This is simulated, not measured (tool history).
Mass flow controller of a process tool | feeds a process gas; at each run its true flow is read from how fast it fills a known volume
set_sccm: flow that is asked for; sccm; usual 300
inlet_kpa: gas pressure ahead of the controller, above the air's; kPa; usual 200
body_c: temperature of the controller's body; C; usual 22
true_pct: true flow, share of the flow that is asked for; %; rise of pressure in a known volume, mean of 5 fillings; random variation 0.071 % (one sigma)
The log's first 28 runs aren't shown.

run,hour,set_sccm,inlet_kpa,body_c,true_pct
29,1477.1,300,216,23,100.65
30,1508.3,215,216,32,99.75
31,1555.5,215,216,32,99.58
32,1604.5,215,216,32,99.75
33,1636.8,215,216,32,99.86
34,1695.2,66,226,34,100.55
35,1745.5,221,152,23,101.09
36,1794.4,300,227,21,100.84
37,1850.7,71,149,21,102.34
38,1909.3,71,149,21,102.44
39,1964.8,71,149,21,102.45
40,2015.3,71,149,21,102.59

Forecast each of these 3 alternatives for the next run:
A,2084.5,128,200,34,?
B,2084.5,300,163,22,?
C,2084.5,90,200,31,?

run,true_pct
A,100.17
B,101.36
C,100.93
Without the tool's hidden state the same runs would have given:
run,true_pct
A,98.19
B,100.05
C,98.47

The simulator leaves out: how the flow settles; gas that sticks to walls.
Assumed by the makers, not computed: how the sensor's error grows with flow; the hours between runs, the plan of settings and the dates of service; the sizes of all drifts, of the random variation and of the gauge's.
